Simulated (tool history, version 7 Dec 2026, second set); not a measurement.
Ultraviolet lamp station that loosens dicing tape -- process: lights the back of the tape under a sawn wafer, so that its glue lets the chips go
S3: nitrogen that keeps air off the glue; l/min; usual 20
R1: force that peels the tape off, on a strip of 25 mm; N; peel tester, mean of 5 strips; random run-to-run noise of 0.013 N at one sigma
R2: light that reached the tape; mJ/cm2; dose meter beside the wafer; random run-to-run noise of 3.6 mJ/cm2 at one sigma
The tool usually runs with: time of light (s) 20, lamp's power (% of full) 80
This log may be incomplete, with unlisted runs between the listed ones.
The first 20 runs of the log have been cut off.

run 21 hour=1462.3 | time_of_light_(s)=20 lamp's_power_(%_of_full)=80 S3=20 | R1=0.903 R2=440
-- hour=1529.7 window cleaned of glue's vapour
run 22 hour=1543.6 | time_of_light_(s)=14 lamp's_power_(%_of_full)=86 S3=20 | R1=1.079 R2=380
run 23 hour=1590.6 | time_of_light_(s)=12 lamp's_power_(%_of_full)=64 S3=21 | R1=1.7 R2=242
run 24 hour=1646.2 | time_of_light_(s)=12 lamp's_power_(%_of_full)=64 S3=21 | R1=1.749 R2=230
run 25 hour=1734.8 | time_of_light_(s)=12 lamp's_power_(%_of_full)=64 S3=21 | R1=1.8 R2=223
run 26 hour=1831.1 | time_of_light_(s)=12 lamp's_power_(%_of_full)=64 S3=21 | R1=1.894 R2=211
run 27 hour=1913.9 | time_of_light_(s)=12 lamp's_power_(%_of_full)=64 S3=21 | R1=1.866 R2=198
run 28 hour=2000.7 | time_of_light_(s)=17 lamp's_power_(%_of_full)=87 S3=36 | R1=0.906 R2=366
-- hour=2047.3 window cleaned of glue's vapour
run 29 hour=2063.1 | time_of_light_(s)=21 lamp's_power_(%_of_full)=94 S3=38 | R1=0.451 R2=570
run 30 hour=2136.9 | time_of_light_(s)=29 lamp's_power_(%_of_full)=94 S3=10 | R1=0.612 R2=756
run 31 hour=2206.2 | time_of_light_(s)=29 lamp's_power_(%_of_full)=94 S3=10 | R1=0.618 R2=726
run 32 hour=2250.2 | time_of_light_(s)=29 lamp's_power_(%_of_full)=94 S3=10 | R1=0.645 R2=702
run 33 hour=2315.4 | time_of_light_(s)=39 lamp's_power_(%_of_full)=86 S3=14 | R1=0.439 R2=833
run 34 hour=2367.3 | time_of_light_(s)=30 lamp's_power_(%_of_full)=94 S3=14 | R1=0.561 R2=681
run 35 hour=2454.2 | time_of_light_(s)=15 lamp's_power_(%_of_full)=91 S3=14 | R1=1.521 R2=316
run 36 hour=2500.2 | time_of_light_(s)=15 lamp's_power_(%_of_full)=91 S3=14 | R1=1.599 R2=305
run 37 hour=2551.7 | time_of_light_(s)=24 lamp's_power_(%_of_full)=91 S3=8 | R1=1.258 R2=482
-- hour=2565.7 window cleaned of glue's vapour
-- hour=2574.7 lamp changed
run 38 hour=2613 | time_of_light_(s)=12 lamp's_power_(%_of_full)=85 S3=9 | R1=1.592 R2=363
run 39 hour=2674.8 | time_of_light_(s)=12 lamp's_power_(%_of_full)=85 S3=9 | R1=1.557 R2=349
run 40 hour=2728.9 | time_of_light_(s)=28 lamp's_power_(%_of_full)=85 S3=36 | R1=0.318 R2=804
run 41 hour=2778.5 | time_of_light_(s)=25 lamp's_power_(%_of_full)=68 S3=28 | R1=0.546 R2=559
run 42 hour=2819.7 | time_of_light_(s)=24 lamp's_power_(%_of_full)=65 S3=7 | R1=1.279 R2=509

Below are 5 alternative next runs, each starting from the tool's condition after run 42. Predict each:
run A hour=2912.3 | time_of_light_(s)=31 lamp's_power_(%_of_full)=80 S3=20 | R1=? R2=?
run B hour=2912.3 | time_of_light_(s)=30 lamp's_power_(%_of_full)=65 S3=10 | R1=? R2=?
run C hour=2912.3 | time_of_light_(s)=24 lamp's_power_(%_of_full)=65 S3=36 | R1=? R2=?
run D hour=2912.3 | time_of_light_(s)=27 lamp's_power_(%_of_full)=80 S3=28 | R1=? R2=?
run E hour=2912.3 | time_of_light_(s)=11 lamp's_power_(%_of_full)=65 S3=10 | R1=? R2=?

run=A R1=0.42 R2=763
run=B R1=0.817 R2=606
run=C R1=0.607 R2=480
run=D R1=0.433 R2=664
run=E R1=2.087 R2=217
What these runs would have given with no unlogged condition in the tool:
run=A R1=0.334 R2=914
run=B R1=0.635 R2=725
run=C R1=0.466 R2=575
run=D R1=0.344 R2=794
run=E R1=1.853 R2=260
